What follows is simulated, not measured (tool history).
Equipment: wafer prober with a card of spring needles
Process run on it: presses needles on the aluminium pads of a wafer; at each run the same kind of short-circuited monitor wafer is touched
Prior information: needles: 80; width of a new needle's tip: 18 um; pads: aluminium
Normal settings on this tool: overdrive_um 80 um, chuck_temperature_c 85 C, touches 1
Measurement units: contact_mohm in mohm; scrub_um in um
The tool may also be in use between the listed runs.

{"run": 1, "hour": 0.0, "overdrive_um": 80, "chuck_temperature_c": 85, "touches": 1, "contact_mohm": 175, "scrub_um": 12.44}
{"hour": 9.9, "done": "tips cleaned on abrasive film"}
{"run": 2, "hour": 12.3, "overdrive_um": 80, "chuck_temperature_c": 85, "touches": 3, "contact_mohm": 176, "scrub_um": 12.53}
{"hour": 23.7, "done": "tips cleaned on abrasive film"}
{"run": 3, "hour": 26.0, "overdrive_um": 80, "chuck_temperature_c": 31, "touches": 3, "contact_mohm": 165, "scrub_um": 12.37}
{"run": 4, "hour": 32.7, "overdrive_um": 80, "chuck_temperature_c": 85, "touches": 1, "contact_mohm": 171, "scrub_um": 12.39}
{"hour": 37.6, "done": "tips cleaned on abrasive film"}
{"run": 5, "hour": 44.2, "overdrive_um": 80, "chuck_temperature_c": 85, "touches": 1, "contact_mohm": 175, "scrub_um": 12.46}
{"hour": 50.7, "done": "tips cleaned on abrasive film"}
{"run": 6, "hour": 52.0, "overdrive_um": 80, "chuck_temperature_c": 85, "touches": 1, "contact_mohm": 175, "scrub_um": 12.39}
{"run": 7, "hour": 62.6, "overdrive_um": 80, "chuck_temperature_c": 85, "touches": 1, "contact_mohm": 174, "scrub_um": 12.38}
{"hour": 64.0, "done": "tips cleaned on abrasive film"}
{"run": 8, "hour": 73.3, "overdrive_um": 80, "chuck_temperature_c": 85, "touches": 1, "contact_mohm": 176, "scrub_um": 12.45}
{"hour": 77.2, "done": "tips cleaned on abrasive film"}
{"run": 9, "hour": 87.2, "overdrive_um": 80, "chuck_temperature_c": 85, "touches": 1, "contact_mohm": 178, "scrub_um": 12.25}
{"hour": 90.1, "done": "tips cleaned on abrasive film"}
{"run": 10, "hour": 95.9, "overdrive_um": 91, "chuck_temperature_c": 85, "touches": 1, "contact_mohm": 174, "scrub_um": 14.09}
{"run": 11, "hour": 102.5, "overdrive_um": 62, "chuck_temperature_c": 73, "touches": 2, "contact_mohm": 176, "scrub_um": 9.64}
{"hour": 103.3, "done": "tips cleaned on abrasive film"}
{"run": 12, "hour": 111.1, "overdrive_um": 63, "chuck_temperature_c": 25, "touches": 1, "contact_mohm": 165, "scrub_um": 9.79}
{"hour": 116.8, "done": "tips cleaned on abrasive film"}
{"run": 13, "hour": 119.2, "overdrive_um": 71, "chuck_temperature_c": 85, "touches": 1, "contact_mohm": 175, "scrub_um": 11.08}
{"hour": 129.8, "done": "tips cleaned on abrasive film"}
{"run": 14, "hour": 134.1, "overdrive_um": 71, "chuck_temperature_c": 85, "touches": 1, "contact_mohm": 177, "scrub_um": 10.96}

Run 15, settings as shown, results not yet in. Your forecast:
{"hour": 142.9, "done": "tips cleaned on abrasive film"}
{"run": 15, "hour": 148.3, "overdrive_um": 76, "chuck_temperature_c": 56, "touches": 2, "contact_mohm": "?", "scrub_um": "?"}

contact_mohm: 171 mohm
scrub_um: 11.72 um
Take away the tool's hidden state, keep the run-to-run variation as it was, and the same run would have given contact_mohm 170 mohm, scrub_um 11.73 um.
